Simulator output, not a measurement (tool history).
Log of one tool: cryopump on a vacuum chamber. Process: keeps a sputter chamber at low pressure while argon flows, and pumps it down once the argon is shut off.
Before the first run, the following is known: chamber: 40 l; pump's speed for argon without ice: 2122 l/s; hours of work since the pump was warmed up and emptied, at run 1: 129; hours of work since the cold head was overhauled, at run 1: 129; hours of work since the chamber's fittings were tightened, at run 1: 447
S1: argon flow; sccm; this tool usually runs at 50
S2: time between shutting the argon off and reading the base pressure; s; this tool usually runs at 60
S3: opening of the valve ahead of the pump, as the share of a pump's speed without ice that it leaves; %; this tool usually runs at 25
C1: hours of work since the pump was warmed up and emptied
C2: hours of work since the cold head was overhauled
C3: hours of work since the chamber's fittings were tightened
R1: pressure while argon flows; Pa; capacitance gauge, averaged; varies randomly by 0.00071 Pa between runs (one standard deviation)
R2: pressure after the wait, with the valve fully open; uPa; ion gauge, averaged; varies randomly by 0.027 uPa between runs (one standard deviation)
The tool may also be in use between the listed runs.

{"run": 1, "day": 0.0, "S1": 50, "S2": 60, "S3": 25, "C1": 129, "C2": 129, "C3": 447, "R1": 0.1616, "R2": 1.41}
{"run": 2, "day": 2.208, "S1": 50, "S2": 60, "S3": 25, "C1": 170, "C2": 170, "C3": 489, "R1": 0.162, "R2": 1.51}
{"run": 3, "day": 5.321, "S1": 50, "S2": 60, "S3": 47, "C1": 229, "C2": 229, "C3": 548, "R1": 0.09, "R2": 1.49}
{"run": 4, "day": 6.754, "S1": 50, "S2": 60, "S3": 47, "C1": 256, "C2": 256, "C3": 575, "R1": 0.0895, "R2": 1.51}
{"run": 5, "day": 10.208, "S1": 50, "S2": 35, "S3": 25, "C1": 322, "C2": 322, "C3": 640, "R1": 0.1659, "R2": 2.36}
{"run": 6, "day": 12.546, "S1": 50, "S2": 141, "S3": 25, "C1": 366, "C2": 366, "C3": 684, "R1": 0.1693, "R2": 0.99}
{"day": 14.375, "done": "pump warmed up, emptied and cooled again"}
{"run": 7, "day": 15.012, "S1": 50, "S2": 141, "S3": 25, "C1": 12, "C2": 408, "C3": 727, "R1": 0.1605, "R2": 0.92}
{"run": 8, "day": 17.996, "S1": 50, "S2": 141, "S3": 25, "C1": 68, "C2": 465, "C3": 783, "R1": 0.161, "R2": 1.01}
{"run": 9, "day": 21.212, "S1": 22, "S2": 141, "S3": 25, "C1": 129, "C2": 526, "C3": 844, "R1": 0.0711, "R2": 1.05}
{"run": 10, "day": 24.429, "S1": 50, "S2": 60, "S3": 25, "C1": 190, "C2": 587, "C3": 905, "R1": 0.1637, "R2": 1.68}
{"run": 11, "day": 26.983, "S1": 50, "S2": 60, "S3": 25, "C1": 238, "C2": 635, "C3": 953, "R1": 0.1662, "R2": 1.74}
{"run": 12, "day": 28.821, "S1": 70, "S2": 60, "S3": 25, "C1": 273, "C2": 670, "C3": 988, "R1": 0.2318, "R2": 1.76}
{"run": 13, "day": 30.362, "S1": 70, "S2": 60, "S3": 25, "C1": 302, "C2": 699, "C3": 1017, "R1": 0.2344, "R2": 1.74}
{"run": 14, "day": 31.767, "S1": 50, "S2": 60, "S3": 28, "C1": 329, "C2": 725, "C3": 1044, "R1": 0.1502, "R2": 1.88}
{"run": 15, "day": 33.342, "S1": 24, "S2": 21, "S3": 18, "C1": 359, "C2": 755, "C3": 1074, "R1": 0.1102, "R2": 3.72}
{"day": 35.479, "done": "pump warmed up, emptied and cooled again"}
{"run": 16, "day": 36.767, "S1": 65, "S2": 60, "S3": 16, "C1": 24, "C2": 816, "C3": 1134, "R1": 0.325, "R2": 1.76}
{"run": 17, "day": 40.208, "S1": 50, "S2": 239, "S3": 25, "C1": 89, "C2": 881, "C3": 1199, "R1": 0.1606, "R2": 1.0}
{"run": 18, "day": 43.608, "S1": 50, "S2": 239, "S3": 25, "C1": 154, "C2": 945, "C3": 1264, "R1": 0.1628, "R2": 1.08}
{"run": 19, "day": 45.354, "S1": 59, "S2": 252, "S3": 17, "C1": 187, "C2": 978, "C3": 1297, "R1": 0.2811, "R2": 1.12}
{"run": 20, "day": 47.817, "S1": 36, "S2": 33, "S3": 22, "C1": 233, "C2": 1025, "C3": 1343, "R1": 0.1325, "R2": 2.84}
{"run": 21, "day": 51.117, "S1": 65, "S2": 60, "S3": 25, "C1": 296, "C2": 1087, "C3": 1406, "R1": 0.2158, "R2": 2.02}
{"run": 22, "day": 54.288, "S1": 46, "S2": 134, "S3": 33, "C1": 356, "C2": 1147, "C3": 1466, "R1": 0.1183, "R2": 1.46}
{"day": 56.646, "done": "pump warmed up, emptied and cooled again"}
{"run": 23, "day": 57.617, "S1": 61, "S2": 253, "S3": 33, "C1": 18, "C2": 1206, "C3": 1525, "R1": 0.1476, "R2": 1.12}
{"run": 24, "day": 60.321, "S1": 61, "S2": 253, "S3": 33, "C1": 70, "C2": 1257, "C3": 1576, "R1": 0.1489, "R2": 1.17}
{"run": 25, "day": 62.75, "S1": 61, "S2": 253, "S3": 33, "C1": 115, "C2": 1303, "C3": 1622, "R1": 0.1524, "R2": 1.22}
{"run": 26, "day": 65.925, "S1": 28, "S2": 35, "S3": 32, "C1": 175, "C2": 1363, "C3": 1682, "R1": 0.0724, "R2": 2.87}
{"run": 27, "day": 69.112, "S1": 34, "S2": 60, "S3": 25, "C1": 236, "C2": 1424, "C3": 1742, "R1": 0.1124, "R2": 2.12}
{"run": 28, "day": 70.808, "S1": 34, "S2": 60, "S3": 25, "C1": 268, "C2": 1456, "C3": 1774, "R1": 0.1123, "R2": 2.2}

For each entry between runs, how does the tool's hidden state at the last listed run before it compare with that at the first listed run after it?
Runs 6 to 7: pump warmed up, emptied and cooled again (day 14.375)
  pump's speed, % of a pump's without ice: 82.9 -> 98.4; cold plate's temperature, K: 12.27 -> 12.29; leak into the chamber, uPa l/s: 990 -> 1033
  measured less the result without the state, R1: +0.0086 -> +0.0009 Pa; R2: +0.43 -> +0.36 uPa
Runs 15 to 16: pump warmed up, emptied and cooled again (day 35.479)
  pump's speed, % of a pump's without ice: 82.8 -> 98.8; cold plate's temperature, K: 12.42 -> 12.44; leak into the chamber, uPa l/s: 1380 -> 1440
  measured less the result without the state, R1: +0.0041 -> +0.0011 Pa; R2: +0.63 -> +0.55 uPa
Runs 22 to 23: pump warmed up, emptied and cooled again (day 56.646)
  pump's speed, % of a pump's without ice: 83.2 -> 99.1; cold plate's temperature, K: 12.57 -> 12.59; leak into the chamber, uPa l/s: 1762 -> 1816
  measured less the result without the state, R1: +0.0079 -> +0.0010 Pa; R2: +0.85 -> +0.75 uPa
